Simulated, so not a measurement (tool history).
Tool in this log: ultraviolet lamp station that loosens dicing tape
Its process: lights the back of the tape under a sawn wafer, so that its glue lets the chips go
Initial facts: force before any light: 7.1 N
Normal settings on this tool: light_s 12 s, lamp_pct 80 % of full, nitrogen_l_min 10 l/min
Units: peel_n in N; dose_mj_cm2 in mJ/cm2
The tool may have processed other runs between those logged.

{"run": 1, "hour": 0.0, "light_s": 12, "lamp_pct": 80, "nitrogen_l_min": 10, "peel_n": 0.426, "dose_mj_cm2": 542}
{"run": 2, "hour": 49.7, "light_s": 14, "lamp_pct": 80, "nitrogen_l_min": 10, "peel_n": 0.307, "dose_mj_cm2": 629}
{"run": 3, "hour": 95.8, "light_s": 14, "lamp_pct": 80, "nitrogen_l_min": 10, "peel_n": 0.314, "dose_mj_cm2": 624}
{"run": 4, "hour": 160.4, "light_s": 19, "lamp_pct": 80, "nitrogen_l_min": 10, "peel_n": 0.216, "dose_mj_cm2": 860}
{"run": 5, "hour": 208.1, "light_s": 19, "lamp_pct": 89, "nitrogen_l_min": 10, "peel_n": 0.178, "dose_mj_cm2": 943}
{"run": 6, "hour": 269.0, "light_s": 19, "lamp_pct": 89, "nitrogen_l_min": 10, "peel_n": 0.178, "dose_mj_cm2": 955}
{"run": 7, "hour": 326.8, "light_s": 19, "lamp_pct": 89, "nitrogen_l_min": 10, "peel_n": 0.177, "dose_mj_cm2": 952}
{"run": 8, "hour": 379.0, "light_s": 19, "lamp_pct": 89, "nitrogen_l_min": 10, "peel_n": 0.177, "dose_mj_cm2": 945}
{"run": 9, "hour": 438.8, "light_s": 6, "lamp_pct": 80, "nitrogen_l_min": 10, "peel_n": 1.502, "dose_mj_cm2": 269}
{"run": 10, "hour": 513.7, "light_s": 6, "lamp_pct": 80, "nitrogen_l_min": 10, "peel_n": 1.471, "dose_mj_cm2": 269}
{"run": 11, "hour": 561.7, "light_s": 12, "lamp_pct": 72, "nitrogen_l_min": 10, "peel_n": 0.532, "dose_mj_cm2": 485}
{"run": 12, "hour": 657.1, "light_s": 12, "lamp_pct": 80, "nitrogen_l_min": 10, "peel_n": 0.437, "dose_mj_cm2": 537}
{"hour": 700.6, "done": "window cleaned of glue's vapour"}
{"run": 13, "hour": 752.0, "light_s": 12, "lamp_pct": 80, "nitrogen_l_min": 9, "peel_n": 0.465, "dose_mj_cm2": 543}
{"run": 14, "hour": 831.0, "light_s": 12, "lamp_pct": 80, "nitrogen_l_min": 9, "peel_n": 0.479, "dose_mj_cm2": 536}
{"run": 15, "hour": 873.0, "light_s": 12, "lamp_pct": 80, "nitrogen_l_min": 10, "peel_n": 0.434, "dose_mj_cm2": 535}
{"run": 16, "hour": 946.4, "light_s": 12, "lamp_pct": 80, "nitrogen_l_min": 10, "peel_n": 0.412, "dose_mj_cm2": 542}
{"run": 17, "hour": 986.5, "light_s": 12, "lamp_pct": 80, "nitrogen_l_min": 10, "peel_n": 0.424, "dose_mj_cm2": 542}
{"run": 18, "hour": 1070.3, "light_s": 12, "lamp_pct": 80, "nitrogen_l_min": 10, "peel_n": 0.415, "dose_mj_cm2": 536}
{"run": 19, "hour": 1135.6, "light_s": 12, "lamp_pct": 80, "nitrogen_l_min": 10, "peel_n": 0.432, "dose_mj_cm2": 534}

Run 20 has not been measured yet. What should we expect?
{"run": 20, "hour": 1212.3, "light_s": 12, "lamp_pct": 63, "nitrogen_l_min": 10, "peel_n": "?", "dose_mj_cm2": "?"}

Logged for run 20: peel_n 0.702 N, dose_mj_cm2 421 mJ/cm2.
On a tool with no hidden condition, and with the same random variation, this run would have come out at peel_n 0.699 N, dose_mj_cm2 422 mJ/cm2.
